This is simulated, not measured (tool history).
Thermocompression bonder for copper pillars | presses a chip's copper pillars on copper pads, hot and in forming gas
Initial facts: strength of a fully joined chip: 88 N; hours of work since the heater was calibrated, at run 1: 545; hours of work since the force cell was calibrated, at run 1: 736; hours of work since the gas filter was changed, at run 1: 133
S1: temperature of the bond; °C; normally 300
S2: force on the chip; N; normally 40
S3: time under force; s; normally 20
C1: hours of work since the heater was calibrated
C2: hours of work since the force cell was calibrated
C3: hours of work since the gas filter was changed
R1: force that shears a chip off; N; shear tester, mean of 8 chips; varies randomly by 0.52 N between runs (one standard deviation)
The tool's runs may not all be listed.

run 1 hour=0.0 | S1=300 S2=40 S3=20 | C1=545 C2=736 C3=133 | R1=64.9
run 2 hour=26.8 | S1=300 S2=40 S3=20 | C1=565 C2=756 C3=154 | R1=65.3
run 3 hour=48.4 | S1=300 S2=40 S3=20 | C1=581 C2=773 C3=170 | R1=65.1
run 4 hour=69.2 | S1=300 S2=40 S3=20 | C1=597 C2=788 C3=186 | R1=66.1
run 5 hour=84.4 | S1=300 S2=40 S3=20 | C1=608 C2=800 C3=197 | R1=65.9
run 6 hour=105.2 | S1=300 S2=40 S3=20 | C1=624 C2=815 C3=213 | R1=65.1
run 7 hour=139.8 | S1=300 S2=40 S3=20 | C1=650 C2=841 C3=239 | R1=65.7
run 8 hour=158.6 | S1=300 S2=40 S3=20 | C1=664 C2=856 C3=253 | R1=64.5
run 9 hour=185.4 | S1=300 S2=40 S3=20 | C1=684 C2=876 C3=273 | R1=65.0
run 10 hour=215.4 | S1=279 S2=40 S3=20 | C1=706 C2=898 C3=295 | R1=52.2

What does the tool deliver on the next run?
run 11 hour=243.6 | S1=279 S2=40 S3=24 | C1=728 C2=919 C3=317 | R1=?

Run 11 produced R1 56.1 N.
With no hidden state in the tool, this same run would have given R1 56.4 N.
